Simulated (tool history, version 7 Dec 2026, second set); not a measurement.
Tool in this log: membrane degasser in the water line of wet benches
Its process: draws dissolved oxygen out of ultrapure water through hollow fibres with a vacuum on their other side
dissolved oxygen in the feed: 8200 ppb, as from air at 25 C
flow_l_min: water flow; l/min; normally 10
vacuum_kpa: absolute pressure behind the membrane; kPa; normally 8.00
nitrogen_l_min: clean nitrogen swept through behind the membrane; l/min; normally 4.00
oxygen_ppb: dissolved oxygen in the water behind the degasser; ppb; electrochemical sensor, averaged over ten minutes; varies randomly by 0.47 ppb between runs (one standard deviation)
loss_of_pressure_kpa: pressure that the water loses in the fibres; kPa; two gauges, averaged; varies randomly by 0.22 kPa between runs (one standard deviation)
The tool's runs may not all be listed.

{"run": 1, "day": 0.0, "flow_l_min": 10, "vacuum_kpa": 8.0, "nitrogen_l_min": 4.0, "oxygen_ppb": 36.4, "loss_of_pressure_kpa": 51.53}
{"run": 2, "day": 4.721, "flow_l_min": 10, "vacuum_kpa": 8.0, "nitrogen_l_min": 4.0, "oxygen_ppb": 37.1, "loss_of_pressure_kpa": 51.61}
{"run": 3, "day": 7.721, "flow_l_min": 10, "vacuum_kpa": 8.0, "nitrogen_l_min": 4.0, "oxygen_ppb": 36.8, "loss_of_pressure_kpa": 51.76}
{"run": 4, "day": 12.842, "flow_l_min": 10, "vacuum_kpa": 8.0, "nitrogen_l_min": 2.48, "oxygen_ppb": 56.4, "loss_of_pressure_kpa": 51.86}
{"run": 5, "day": 17.604, "flow_l_min": 10, "vacuum_kpa": 8.0, "nitrogen_l_min": 2.48, "oxygen_ppb": 56.0, "loss_of_pressure_kpa": 51.69}
{"run": 6, "day": 22.725, "flow_l_min": 10, "vacuum_kpa": 8.0, "nitrogen_l_min": 4.0, "oxygen_ppb": 37.4, "loss_of_pressure_kpa": 51.91}
{"run": 7, "day": 26.592, "flow_l_min": 10, "vacuum_kpa": 14.82, "nitrogen_l_min": 4.0, "oxygen_ppb": 80.4, "loss_of_pressure_kpa": 51.74}
{"run": 8, "day": 32.421, "flow_l_min": 10, "vacuum_kpa": 14.82, "nitrogen_l_min": 4.0, "oxygen_ppb": 81.0, "loss_of_pressure_kpa": 51.47}
{"run": 9, "day": 37.567, "flow_l_min": 10, "vacuum_kpa": 8.0, "nitrogen_l_min": 4.0, "oxygen_ppb": 38.2, "loss_of_pressure_kpa": 51.71}
{"run": 10, "day": 41.667, "flow_l_min": 10, "vacuum_kpa": 8.0, "nitrogen_l_min": 4.0, "oxygen_ppb": 38.7, "loss_of_pressure_kpa": 51.94}
{"run": 11, "day": 44.746, "flow_l_min": 10, "vacuum_kpa": 8.0, "nitrogen_l_min": 4.0, "oxygen_ppb": 37.1, "loss_of_pressure_kpa": 52.0}
{"run": 12, "day": 48.892, "flow_l_min": 11, "vacuum_kpa": 8.0, "nitrogen_l_min": 4.0, "oxygen_ppb": 44.8, "loss_of_pressure_kpa": 57.3}
{"run": 13, "day": 53.888, "flow_l_min": 11, "vacuum_kpa": 8.0, "nitrogen_l_min": 4.0, "oxygen_ppb": 46.0, "loss_of_pressure_kpa": 57.0}
{"run": 14, "day": 57.296, "flow_l_min": 10, "vacuum_kpa": 6.18, "nitrogen_l_min": 4.0, "oxygen_ppb": 26.3, "loss_of_pressure_kpa": 51.85}
{"run": 15, "day": 60.471, "flow_l_min": 10, "vacuum_kpa": 6.18, "nitrogen_l_min": 2.49, "oxygen_ppb": 38.2, "loss_of_pressure_kpa": 51.94}
{"run": 16, "day": 65.962, "flow_l_min": 10, "vacuum_kpa": 8.0, "nitrogen_l_min": 4.0, "oxygen_ppb": 37.5, "loss_of_pressure_kpa": 52.14}
{"run": 17, "day": 71.546, "flow_l_min": 10, "vacuum_kpa": 8.0, "nitrogen_l_min": 4.0, "oxygen_ppb": 38.8, "loss_of_pressure_kpa": 52.12}
{"run": 18, "day": 75.254, "flow_l_min": 15, "vacuum_kpa": 9.16, "nitrogen_l_min": 7.24, "oxygen_ppb": 77.8, "loss_of_pressure_kpa": 78.12}
{"run": 19, "day": 78.875, "flow_l_min": 6, "vacuum_kpa": 8.0, "nitrogen_l_min": 4.0, "oxygen_ppb": 20.0, "loss_of_pressure_kpa": 31.08}
{"run": 20, "day": 83.575, "flow_l_min": 6, "vacuum_kpa": 8.0, "nitrogen_l_min": 4.0, "oxygen_ppb": 19.8, "loss_of_pressure_kpa": 31.49}
{"run": 21, "day": 89.942, "flow_l_min": 9, "vacuum_kpa": 9.78, "nitrogen_l_min": 4.0, "oxygen_ppb": 43.5, "loss_of_pressure_kpa": 47.04}
{"run": 22, "day": 94.779, "flow_l_min": 6, "vacuum_kpa": 6.77, "nitrogen_l_min": 5.95, "oxygen_ppb": 10.1, "loss_of_pressure_kpa": 31.38}
{"run": 23, "day": 98.333, "flow_l_min": 10, "vacuum_kpa": 5.81, "nitrogen_l_min": 1.63, "oxygen_ppb": 49.3, "loss_of_pressure_kpa": 52.44}
{"run": 24, "day": 102.442, "flow_l_min": 10, "vacuum_kpa": 4.95, "nitrogen_l_min": 8.64, "oxygen_ppb": 12.4, "loss_of_pressure_kpa": 52.03}
{"day": 106.071, "done": "vacuum gauge calibrated"}
{"run": 25, "day": 108.425, "flow_l_min": 10, "vacuum_kpa": 12.65, "nitrogen_l_min": 8.64, "oxygen_ppb": 34.9, "loss_of_pressure_kpa": 52.28}
{"run": 26, "day": 111.542, "flow_l_min": 11, "vacuum_kpa": 8.76, "nitrogen_l_min": 8.64, "oxygen_ppb": 29.2, "loss_of_pressure_kpa": 57.32}
{"run": 27, "day": 117.254, "flow_l_min": 6, "vacuum_kpa": 10.61, "nitrogen_l_min": 5.23, "oxygen_ppb": 23.6, "loss_of_pressure_kpa": 31.35}
{"run": 28, "day": 123.458, "flow_l_min": 6, "vacuum_kpa": 10.61, "nitrogen_l_min": 5.23, "oxygen_ppb": 23.8, "loss_of_pressure_kpa": 31.58}
{"run": 29, "day": 127.933, "flow_l_min": 6, "vacuum_kpa": 10.61, "nitrogen_l_min": 5.23, "oxygen_ppb": 23.1, "loss_of_pressure_kpa": 31.51}
{"run": 30, "day": 132.125, "flow_l_min": 15, "vacuum_kpa": 9.24, "nitrogen_l_min": 5.23, "oxygen_ppb": 91.6, "loss_of_pressure_kpa": 79.15}
{"run": 31, "day": 137.158, "flow_l_min": 15, "vacuum_kpa": 5.87, "nitrogen_l_min": 1.91, "oxygen_ppb": 98.1, "loss_of_pressure_kpa": 78.45}

Predict each of these 4 candidate next runs independently; none follows another, all start after run 31:
{"run": "A", "day": 142.342, "flow_l_min": 9, "vacuum_kpa": 5.87, "nitrogen_l_min": 11.37, "oxygen_ppb": "?", "loss_of_pressure_kpa": "?"}
{"run": "B", "day": 142.342, "flow_l_min": 11, "vacuum_kpa": 5.87, "nitrogen_l_min": 1.91, "oxygen_ppb": "?", "loss_of_pressure_kpa": "?"}
{"run": "C", "day": 142.342, "flow_l_min": 15, "vacuum_kpa": 5.87, "nitrogen_l_min": 1.89, "oxygen_ppb": "?", "loss_of_pressure_kpa": "?"}
{"run": "D", "day": 142.342, "flow_l_min": 12, "vacuum_kpa": 8.0, "nitrogen_l_min": 2.52, "oxygen_ppb": "?", "loss_of_pressure_kpa": "?"}

run=A oxygen_ppb=10.0 loss_of_pressure_kpa=47.38
run=B oxygen_ppb=50.6 loss_of_pressure_kpa=57.93
run=C oxygen_ppb=98.4 loss_of_pressure_kpa=78.49
run=D oxygen_ppb=76.4 loss_of_pressure_kpa=63.16
Had the tool no hidden state, the same runs would have come out as:
run=A oxygen_ppb=9.2 loss_of_pressure_kpa=46.57
run=B oxygen_ppb=47.4 loss_of_pressure_kpa=56.94
run=C oxygen_ppb=92.3 loss_of_pressure_kpa=77.14
run=D oxygen_ppb=72.2 loss_of_pressure_kpa=62.08
